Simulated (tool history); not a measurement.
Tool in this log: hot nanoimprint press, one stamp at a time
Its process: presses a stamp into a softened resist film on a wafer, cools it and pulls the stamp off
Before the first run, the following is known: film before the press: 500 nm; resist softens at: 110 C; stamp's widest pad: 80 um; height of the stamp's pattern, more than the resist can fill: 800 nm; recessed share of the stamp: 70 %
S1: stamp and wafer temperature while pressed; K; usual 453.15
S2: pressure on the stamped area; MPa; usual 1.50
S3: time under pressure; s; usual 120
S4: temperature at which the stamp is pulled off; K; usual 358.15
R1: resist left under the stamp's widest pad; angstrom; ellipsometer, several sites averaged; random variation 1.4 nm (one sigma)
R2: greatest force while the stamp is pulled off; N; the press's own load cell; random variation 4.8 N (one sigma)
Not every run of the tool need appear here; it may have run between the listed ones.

run  hour      S1    S2   S3      S4    R1   R2
  1   0.0  453.15  1.50  120  358.15  2592  352
  2   6.4  453.15  1.50  120  358.15  2615  357
  3  12.7  453.15  1.50   63  358.15  3183  372
  4  19.2  453.15  1.50  120  358.15  2556  366
  5  32.2  453.15  1.50  120  358.15  2590  368
  6  40.7  453.15  1.50  120  358.15  2612  388
  7  50.9  453.15  1.50  120  358.15  2611  367
  8  56.4  453.15  1.50  120  358.15  2615  379
  9  63.6  453.15  1.50  120  358.15  2607  366
 10  69.4  453.15  1.50   85  358.15  2930  358
 11  74.0  453.15  1.20  120  361.15  2834  358

Removed from this log: 1 entry logged between the listed runs. Between which two listed runs does each belong, and how does the tool's hidden state at the listed run before it compare with that at the listed run after it?
Between runs 4 and 5: plate thermocouple calibrated (hour 22.9)
  true temperature over the reading, C: -0.47 -> -0.63; pressure that arrives at the usual setting, %: 98.79 -> 98.76; grip of the stamp's worn release coat, % over a new coat's: 52 -> 53.6
  the result without the hidden state subtracted from the measured one, R1: +50 -> +64 angstrom; R2: +128 -> +131 N
